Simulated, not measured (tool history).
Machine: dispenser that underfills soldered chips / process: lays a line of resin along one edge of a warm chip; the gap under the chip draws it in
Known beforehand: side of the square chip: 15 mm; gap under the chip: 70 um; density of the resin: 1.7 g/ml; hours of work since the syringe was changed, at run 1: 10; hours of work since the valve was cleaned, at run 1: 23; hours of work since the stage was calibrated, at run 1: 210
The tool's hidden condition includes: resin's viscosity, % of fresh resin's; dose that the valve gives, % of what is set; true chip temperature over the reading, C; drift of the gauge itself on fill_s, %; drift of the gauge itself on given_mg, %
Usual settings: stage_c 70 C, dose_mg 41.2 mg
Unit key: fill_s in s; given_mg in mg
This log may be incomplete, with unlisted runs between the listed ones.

run  hour  stage_c  dose_mg  hours of work since the syringe was changed  hours of work since the valve was cleaned  hours of work since the stage was calibrated  fill_s  given_mg
  1   0.0       70     41.2                                           10                                         23                                           210   500.3     40.38
      1.2  -- new syringe of resin
  2   5.6       70     44.1                                            3                                         27                                           214   302.2     43.23
  3  10.5       70     44.1                                            7                                         31                                           218   386.7     43.07
  4  14.3       70     44.1                                            9                                         33                                           220   488.6     42.81
     16.4  -- new syringe of resin
  5  20.8       70     44.1                                            3                                         38                                           225   308.9     42.54
  6  24.4       73     41.2                                            6                                         40                                           227   347.3     39.84
  7  28.0       57     41.2                                            8                                         43                                           230   724.4     39.68
     31.5  -- new syringe of resin
  8  34.9       57     41.2                                            2                                         48                                           235   456.4     39.61
  9  39.9       81     46.6                                            6                                         51                                           238   257.2     44.70
 10  45.1       81     46.6                                           10                                         55                                           242   342.0     44.55

Expected results for the next run?
     47.1  -- new syringe of resin
     50.7  -- dispensing valve cleaned and set on the balance
 11  52.2       85     41.2                                            3                                          1                                           246       ?         ?

{"run 11": {"fill_s": 185.1, "given_mg": 41.45}}
Had the tool carried no hidden state, the very same run would have given fill_s 146.0 s, given_mg 41.33 mg.
